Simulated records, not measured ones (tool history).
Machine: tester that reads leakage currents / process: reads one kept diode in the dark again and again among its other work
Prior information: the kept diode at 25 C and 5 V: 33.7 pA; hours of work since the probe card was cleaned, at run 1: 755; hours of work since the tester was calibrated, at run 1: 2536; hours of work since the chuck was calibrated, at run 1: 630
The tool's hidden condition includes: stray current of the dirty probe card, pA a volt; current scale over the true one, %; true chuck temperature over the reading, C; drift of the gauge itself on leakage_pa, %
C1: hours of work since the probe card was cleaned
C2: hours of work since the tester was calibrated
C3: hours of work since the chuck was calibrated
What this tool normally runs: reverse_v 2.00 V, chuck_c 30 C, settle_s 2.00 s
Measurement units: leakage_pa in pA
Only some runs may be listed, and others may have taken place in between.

{"run": 1, "hour": 0.0, "reverse_v": 2.0, "chuck_c": 30, "settle_s": 2.0, "C1": 755, "C2": 2536, "C3": 630, "leakage_pa": 39.16}
{"run": 2, "hour": 117.9, "reverse_v": 2.0, "chuck_c": 27, "settle_s": 2.0, "C1": 829, "C2": 2610, "C3": 704, "leakage_pa": 31.29}
{"run": 3, "hour": 233.0, "reverse_v": 2.0, "chuck_c": 27, "settle_s": 2.0, "C1": 901, "C2": 2682, "C3": 776, "leakage_pa": 31.2}
{"run": 4, "hour": 302.0, "reverse_v": 2.0, "chuck_c": 27, "settle_s": 2.0, "C1": 944, "C2": 2726, "C3": 820, "leakage_pa": 31.35}
{"run": 5, "hour": 424.2, "reverse_v": 9.35, "chuck_c": 30, "settle_s": 2.0, "C1": 1021, "C2": 2803, "C3": 896, "leakage_pa": 68.25}
{"run": 6, "hour": 555.4, "reverse_v": 9.35, "chuck_c": 30, "settle_s": 2.0, "C1": 1104, "C2": 2885, "C3": 979, "leakage_pa": 68.33}
{"run": 7, "hour": 666.8, "reverse_v": 9.35, "chuck_c": 30, "settle_s": 2.0, "C1": 1174, "C2": 2955, "C3": 1049, "leakage_pa": 69.1}
{"run": 8, "hour": 767.1, "reverse_v": 9.35, "chuck_c": 30, "settle_s": 2.0, "C1": 1237, "C2": 3018, "C3": 1112, "leakage_pa": 69.78}
{"run": 9, "hour": 898.1, "reverse_v": 2.0, "chuck_c": 23, "settle_s": 2.0, "C1": 1319, "C2": 3100, "C3": 1194, "leakage_pa": 23.43}
{"run": 10, "hour": 1002.9, "reverse_v": 2.0, "chuck_c": 23, "settle_s": 2.0, "C1": 1385, "C2": 3166, "C3": 1260, "leakage_pa": 23.58}
{"run": 11, "hour": 1075.8, "reverse_v": 2.0, "chuck_c": 23, "settle_s": 2.0, "C1": 1431, "C2": 3212, "C3": 1306, "leakage_pa": 23.62}
{"run": 12, "hour": 1178.2, "reverse_v": 7.15, "chuck_c": 23, "settle_s": 2.0, "C1": 1495, "C2": 3276, "C3": 1370, "leakage_pa": 40.08}
{"run": 13, "hour": 1307.6, "reverse_v": 7.15, "chuck_c": 23, "settle_s": 2.0, "C1": 1576, "C2": 3357, "C3": 1451, "leakage_pa": 40.25}
{"hour": 1321.6, "done": "tester calibrated"}
{"run": 14, "hour": 1408.3, "reverse_v": 1.09, "chuck_c": 30, "settle_s": 2.0, "C1": 1638, "C2": 54, "C3": 1513, "leakage_pa": 32.38}
{"run": 15, "hour": 1478.6, "reverse_v": 1.09, "chuck_c": 30, "settle_s": 2.0, "C1": 1682, "C2": 99, "C3": 1557, "leakage_pa": 32.38}
{"run": 16, "hour": 1607.5, "reverse_v": 2.0, "chuck_c": 30, "settle_s": 2.0, "C1": 1763, "C2": 180, "C3": 1638, "leakage_pa": 40.03}
{"run": 17, "hour": 1749.9, "reverse_v": 2.0, "chuck_c": 30, "settle_s": 2.0, "C1": 1853, "C2": 269, "C3": 1728, "leakage_pa": 40.11}
{"run": 18, "hour": 1883.6, "reverse_v": 18.06, "chuck_c": 23, "settle_s": 0.71, "C1": 1937, "C2": 353, "C3": 1812, "leakage_pa": 73.5}
{"hour": 1907.5, "done": "tester calibrated, once more"}
{"run": 19, "hour": 2019.4, "reverse_v": 18.06, "chuck_c": 23, "settle_s": 0.71, "C1": 2021, "C2": 70, "C3": 1896, "leakage_pa": 72.56}
{"run": 20, "hour": 2103.2, "reverse_v": 1.52, "chuck_c": 29, "settle_s": 3.02, "C1": 2073, "C2": 123, "C3": 1948, "leakage_pa": 32.96}
{"run": 21, "hour": 2179.2, "reverse_v": 1.52, "chuck_c": 34, "settle_s": 0.41, "C1": 2121, "C2": 171, "C3": 1996, "leakage_pa": 47.86}
{"run": 22, "hour": 2294.4, "reverse_v": 4.52, "chuck_c": 38, "settle_s": 0.59, "C1": 2193, "C2": 243, "C3": 2069, "leakage_pa": 93.26}
{"run": 23, "hour": 2407.8, "reverse_v": 4.52, "chuck_c": 38, "settle_s": 0.59, "C1": 2265, "C2": 314, "C3": 2140, "leakage_pa": 94.05}
{"run": 24, "hour": 2488.0, "reverse_v": 8.36, "chuck_c": 49, "settle_s": 0.5, "C1": 2315, "C2": 365, "C3": 2190, "leakage_pa": 242.33}
{"run": 25, "hour": 2579.8, "reverse_v": 8.36, "chuck_c": 49, "settle_s": 0.5, "C1": 2373, "C2": 422, "C3": 2248, "leakage_pa": 242.37}
{"run": 26, "hour": 2669.2, "reverse_v": 8.36, "chuck_c": 49, "settle_s": 0.5, "C1": 2429, "C2": 478, "C3": 2304, "leakage_pa": 242.26}
{"run": 27, "hour": 2749.7, "reverse_v": 2.0, "chuck_c": 30, "settle_s": 2.66, "C1": 2479, "C2": 529, "C3": 2355, "leakage_pa": 39.33}
{"hour": 2836.4, "done": "chuck's temperature calibrated"}
{"run": 28, "hour": 2894.4, "reverse_v": 13.32, "chuck_c": 25, "settle_s": 1.08, "C1": 2569, "C2": 619, "C3": 36, "leakage_pa": 73.27}
{"run": 29, "hour": 3003.2, "reverse_v": 13.32, "chuck_c": 25, "settle_s": 1.08, "C1": 2637, "C2": 687, "C3": 105, "leakage_pa": 74.05}
{"run": 30, "hour": 3139.7, "reverse_v": 1.26, "chuck_c": 42, "settle_s": 9.63, "C1": 2723, "C2": 773, "C3": 191, "leakage_pa": 82.86}
{"run": 31, "hour": 3227.2, "reverse_v": 1.26, "chuck_c": 42, "settle_s": 9.63, "C1": 2778, "C2": 828, "C3": 245, "leakage_pa": 82.96}
{"run": 32, "hour": 3295.6, "reverse_v": 13.22, "chuck_c": 42, "settle_s": 2.46, "C1": 2821, "C2": 871, "C3": 288, "leakage_pa": 192.34}
{"run": 33, "hour": 3430.6, "reverse_v": 13.22, "chuck_c": 42, "settle_s": 2.46, "C1": 2906, "C2": 955, "C3": 373, "leakage_pa": 193.43}

Entry by entry between the runs, the difference in hidden state between the last listed run before and the first listed run after:
After run 13, before run 14: tester calibrated (hour 1321.6)
  stray current of the dirty probe card, pA a volt: 1.161 -> 1.205; current scale over the true one, %: 1.63 -> 2.19; true chuck temperature over the reading, C: -0.52 -> -0.55
  measured minus no-state result, leakage_pa: +7.44 -> +0.66 pA
After run 18, before run 19: tester calibrated, once more (hour 1907.5)
  stray current of the dirty probe card, pA a volt: 1.416 -> 1.475; current scale over the true one, %: 2.34 -> -0.03; true chuck temperature over the reading, C: -0.67 -> -0.7
  measured minus no-state result, leakage_pa: +24.68 -> +23.87 pA
After run 27, before run 28: chuck's temperature calibrated (hour 2836.4)
  stray current of the dirty probe card, pA a volt: 1.812 -> 1.877; current scale over the true one, %: 0.19 -> 0.23; true chuck temperature over the reading, C: -0.88 -> -0.07
  measured minus no-state result, leakage_pa: +1.14 -> +24.68 pA

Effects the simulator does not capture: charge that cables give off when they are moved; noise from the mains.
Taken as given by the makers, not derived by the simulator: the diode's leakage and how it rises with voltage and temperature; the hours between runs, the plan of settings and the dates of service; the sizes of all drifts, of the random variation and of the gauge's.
